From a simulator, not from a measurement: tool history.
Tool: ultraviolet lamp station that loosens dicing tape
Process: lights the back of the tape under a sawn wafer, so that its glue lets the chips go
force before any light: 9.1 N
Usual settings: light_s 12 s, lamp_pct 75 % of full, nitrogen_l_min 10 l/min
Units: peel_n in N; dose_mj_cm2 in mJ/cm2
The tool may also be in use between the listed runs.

run 1 day=0 | light_s=12 lamp_pct=75 nitrogen_l_min=10 | peel_n=0.772 dose_mj_cm2=274
run 2 day=3.233 | light_s=12 lamp_pct=75 nitrogen_l_min=9 | peel_n=0.883 dose_mj_cm2=261
run 3 day=5.238 | light_s=7 lamp_pct=75 nitrogen_l_min=9 | peel_n=2.305 dose_mj_cm2=148
-- day=7.512 window cleaned of glue's vapour
run 4 day=8.296 | light_s=7 lamp_pct=75 nitrogen_l_min=9 | peel_n=2.617 dose_mj_cm2=139
run 5 day=9.967 | light_s=7 lamp_pct=75 nitrogen_l_min=9 | peel_n=2.667 dose_mj_cm2=133
run 6 day=12.388 | light_s=7 lamp_pct=75 nitrogen_l_min=9 | peel_n=2.724 dose_mj_cm2=129
run 7 day=14.279 | light_s=12 lamp_pct=75 nitrogen_l_min=10 | peel_n=1.218 dose_mj_cm2=215
run 8 day=16.883 | light_s=12 lamp_pct=75 nitrogen_l_min=10 | peel_n=1.337 dose_mj_cm2=206
run 9 day=19.562 | light_s=12 lamp_pct=75 nitrogen_l_min=10 | peel_n=1.418 dose_mj_cm2=200
run 10 day=21.238 | light_s=12 lamp_pct=75 nitrogen_l_min=10 | peel_n=1.499 dose_mj_cm2=191
run 11 day=23.762 | light_s=12 lamp_pct=75 nitrogen_l_min=10 | peel_n=1.597 dose_mj_cm2=190
run 12 day=25.592 | light_s=12 lamp_pct=75 nitrogen_l_min=10 | peel_n=1.733 dose_mj_cm2=181
-- day=27.562 window cleaned of glue's vapour, once more
run 13 day=27.562 | light_s=12 lamp_pct=75 nitrogen_l_min=10 | peel_n=0.988 dose_mj_cm2=240
-- day=28.462 lamp changed
run 14 day=30.2 | light_s=13 lamp_pct=75 nitrogen_l_min=10 | peel_n=0.23 dose_mj_cm2=457
run 15 day=34.096 | light_s=12 lamp_pct=75 nitrogen_l_min=10 | peel_n=0.3 dose_mj_cm2=400
run 16 day=36.458 | light_s=12 lamp_pct=75 nitrogen_l_min=10 | peel_n=0.319 dose_mj_cm2=397
run 17 day=39.533 | light_s=12 lamp_pct=79 nitrogen_l_min=10 | peel_n=0.31 dose_mj_cm2=403
run 18 day=42.454 | light_s=12 lamp_pct=79 nitrogen_l_min=10 | peel_n=0.328 dose_mj_cm2=392
run 19 day=44.392 | light_s=12 lamp_pct=79 nitrogen_l_min=10 | peel_n=0.331 dose_mj_cm2=383
run 20 day=46.312 | light_s=12 lamp_pct=79 nitrogen_l_min=10 | peel_n=0.376 dose_mj_cm2=378
run 21 day=48.079 | light_s=21 lamp_pct=75 nitrogen_l_min=10 | peel_n=0.146 dose_mj_cm2=610
run 22 day=51.742 | light_s=21 lamp_pct=75 nitrogen_l_min=10 | peel_n=0.146 dose_mj_cm2=588
run 23 day=55.108 | light_s=21 lamp_pct=75 nitrogen_l_min=10 | peel_n=0.151 dose_mj_cm2=569
run 24 day=57.833 | light_s=12 lamp_pct=62 nitrogen_l_min=3 | peel_n=1.589 dose_mj_cm2=261
run 25 day=61.721 | light_s=12 lamp_pct=62 nitrogen_l_min=6 | peel_n=1.196 dose_mj_cm2=253
run 26 day=63.417 | light_s=11 lamp_pct=87 nitrogen_l_min=7 | peel_n=0.667 dose_mj_cm2=311
-- day=63.717 window cleaned of glue's vapour
run 27 day=65.492 | light_s=11 lamp_pct=87 nitrogen_l_min=7 | peel_n=0.502 dose_mj_cm2=367
run 28 day=67.467 | light_s=21 lamp_pct=71 nitrogen_l_min=3 | peel_n=0.309 dose_mj_cm2=551
run 29 day=69.812 | light_s=6 lamp_pct=63 nitrogen_l_min=10 | peel_n=2.469 dose_mj_cm2=136
run 30 day=71.725 | light_s=23 lamp_pct=98 nitrogen_l_min=14 | peel_n=0.123 dose_mj_cm2=808
run 31 day=74.279 | light_s=15 lamp_pct=93 nitrogen_l_min=3 | peel_n=0.436 dose_mj_cm2=489
run 32 day=77.538 | light_s=7 lamp_pct=65 nitrogen_l_min=8 | peel_n=2.311 dose_mj_cm2=157
run 33 day=80.012 | light_s=10 lamp_pct=70 nitrogen_l_min=15 | peel_n=0.945 dose_mj_cm2=230
run 34 day=81.617 | light_s=10 lamp_pct=70 nitrogen_l_min=15 | peel_n=1.013 dose_mj_cm2=222
run 35 day=84.717 | light_s=8 lamp_pct=98 nitrogen_l_min=6 | peel_n=1.276 dose_mj_cm2=240
run 36 day=88.183 | light_s=8 lamp_pct=98 nitrogen_l_min=6 | peel_n=1.404 dose_mj_cm2=231
run 37 day=89.946 | light_s=17 lamp_pct=92 nitrogen_l_min=5 | peel_n=0.356 dose_mj_cm2=448
run 38 day=91.546 | light_s=6 lamp_pct=75 nitrogen_l_min=5 | peel_n=3.322 dose_mj_cm2=128
run 39 day=94.529 | light_s=7 lamp_pct=75 nitrogen_l_min=10 | peel_n=2.359 dose_mj_cm2=145
run 40 day=98.3 | light_s=8 lamp_pct=75 nitrogen_l_min=5 | peel_n=2.75 dose_mj_cm2=154
-- day=99.996 window cleaned of glue's vapour
run 41 day=100.208 | light_s=22 lamp_pct=75 nitrogen_l_min=10 | peel_n=0.185 dose_mj_cm2=497
run 42 day=101.896 | light_s=9 lamp_pct=71 nitrogen_l_min=5 | peel_n=2.075 dose_mj_cm2=187
run 43 day=104.438 | light_s=11 lamp_pct=81 nitrogen_l_min=5 | peel_n=1.294 dose_mj_cm2=255
run 44 day=106.325 | light_s=12 lamp_pct=81 nitrogen_l_min=5 | peel_n=1.148 dose_mj_cm2=274

Forecast each of these 3 alternatives for the next run:
-- day=107.508 lamp changed
run A day=108.054 | light_s=12 lamp_pct=96 nitrogen_l_min=5 | peel_n=? dose_mj_cm2=?
-- day=107.508 lamp changed
run B day=108.054 | light_s=15 lamp_pct=99 nitrogen_l_min=5 | peel_n=? dose_mj_cm2=?
-- day=107.508 lamp changed
run C day=108.054 | light_s=24 lamp_pct=81 nitrogen_l_min=8 | peel_n=? dose_mj_cm2=?

run=A peel_n=0.247 dose_mj_cm2=530
run=B peel_n=0.164 dose_mj_cm2=679
run=C peel_n=0.134 dose_mj_cm2=889
Without the tool's hidden state the same runs would have given:
run=A peel_n=0.226 dose_mj_cm2=553
run=B peel_n=0.156 dose_mj_cm2=709
run=C peel_n=0.133 dose_mj_cm2=927

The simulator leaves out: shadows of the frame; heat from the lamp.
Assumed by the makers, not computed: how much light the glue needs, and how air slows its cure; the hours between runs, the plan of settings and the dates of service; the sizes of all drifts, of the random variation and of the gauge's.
